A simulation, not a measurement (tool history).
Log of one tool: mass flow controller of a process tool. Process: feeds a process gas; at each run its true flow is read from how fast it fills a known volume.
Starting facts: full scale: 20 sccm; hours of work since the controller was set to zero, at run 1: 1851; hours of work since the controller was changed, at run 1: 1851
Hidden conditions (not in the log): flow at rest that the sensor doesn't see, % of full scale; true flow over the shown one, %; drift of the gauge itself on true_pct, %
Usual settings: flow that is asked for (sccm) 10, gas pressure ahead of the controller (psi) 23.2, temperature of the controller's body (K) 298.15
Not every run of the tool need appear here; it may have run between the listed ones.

run,hour,flow that is asked for (sccm),gas pressure ahead of the controller (psi),temperature of the controller's body (K),hours of work since the controller was set to zero,hours of work since the controller was changed,true flow (%)
1,0.0,10,23.2,298.15,1851,1851,99.56
2,128.8,10,23.2,298.15,1898,1898,99.76
3,186.2,10,23.2,298.15,1919,1919,99.81
4,303.4,10,23.2,298.15,1962,1962,99.73
5,390.2,10,23.2,298.15,1994,1994,99.69
6,442.4,10,23.2,298.15,2013,2013,99.73
7,524.4,10,23.2,298.15,2044,2044,99.75
8,597.3,10,23.2,298.15,2070,2070,99.81
9,652.3,10,23.2,305.15,2091,2091,99.61
10,705.7,10,37.6,305.15,2110,2110,99.80
11,793.0,10,37.6,305.15,2142,2142,99.89
12,909.0,10,37.6,305.15,2185,2185,99.83
13,1035.0,10,37.6,305.15,2232,2232,99.96
14,1147.0,10,23.2,294.15,2273,2273,100.11
15,1213.6,10,23.2,294.15,2297,2297,100.11
16,1305.9,10,23.2,299.15,2331,2331,99.97
17,1426.0,10,23.2,299.15,2375,2375,99.80
# hour 1436.8: controller's zero set anew
18,1516.6,10,23.2,299.15,29,2409,100.22
19,1635.6,10,23.2,299.15,73,2452,100.25
20,1742.7,10,23.2,298.15,113,2492,100.28
# hour 1856.3: controller's zero set anew, once more
21,1862.5,10,36.1,299.15,2,2536,99.87
22,1963.2,10,36.1,299.15,39,2573,99.83
23,2084.5,10,36.1,299.15,84,2617,100.00
24,2189.3,7,24.9,300.15,123,2656,99.26
25,2317.7,3,29.6,296.15,170,2703,99.20
26,2429.4,7,20.5,308.15,211,2744,98.98
27,2502.8,12,22.6,298.15,238,2771,100.13
28,2622.6,7,23.2,312.15,282,2815,99.22
29,2735.5,4,29.9,293.15,324,2857,99.43
30,2841.2,10,23.2,294.15,362,2896,100.00
31,2905.3,13,23.2,295.15,386,2919,100.46
32,3009.4,10,29.2,295.15,424,2958,100.08
33,3112.2,10,29.2,295.15,462,2996,100.13
34,3220.6,6,31.0,298.15,502,3035,99.73
35,3325.8,6,31.0,298.15,541,3074,99.61
36,3446.3,6,31.0,298.15,585,3119,99.87
37,3499.7,6,31.0,298.15,605,3138,99.82
38,3565.3,6,23.2,298.15,629,3162,99.54
39,3661.1,20,23.2,298.15,664,3198,101.32
40,3716.2,4,23.2,311.15,684,3218,99.13

Some steps in true flow (%), run to run, broken into two amounts with sign: the step expected even without the hidden condition (settings, incoming material, random variation), and the rest, left for the hidden condition together with whatever gauge scatter is not in both the measured and the hidden-condition-free result:
Run 17 -> 18: controller's zero set anew. true flow (%) +0.42: hidden state +0.29, all else +0.13.
Run 20 -> 21: gas pressure ahead of the controller (psi) 23.2 -> 36.1, temperature of the controller's body (K) 298.15 -> 299.15, controller's zero set anew, once more. true flow (%) -0.41: hidden state -0.64, all else +0.23.
Run 26 -> 27: flow that is asked for (sccm) 7 -> 12, gas pressure ahead of the controller (psi) 20.5 -> 22.6, temperature of the controller's body (K) 308.15 -> 298.15. true flow (%) +1.15: hidden state -0.04, all else +1.19.
Run 38 -> 39: flow that is asked for (sccm) 6 -> 20. true flow (%) +1.78: hidden state -0.16, all else +1.94.
Run 39 -> 40: flow that is asked for (sccm) 20 -> 4, temperature of the controller's body (K) 298.15 -> 311.15. true flow (%) -2.19: hidden state +0.33, all else -2.52.

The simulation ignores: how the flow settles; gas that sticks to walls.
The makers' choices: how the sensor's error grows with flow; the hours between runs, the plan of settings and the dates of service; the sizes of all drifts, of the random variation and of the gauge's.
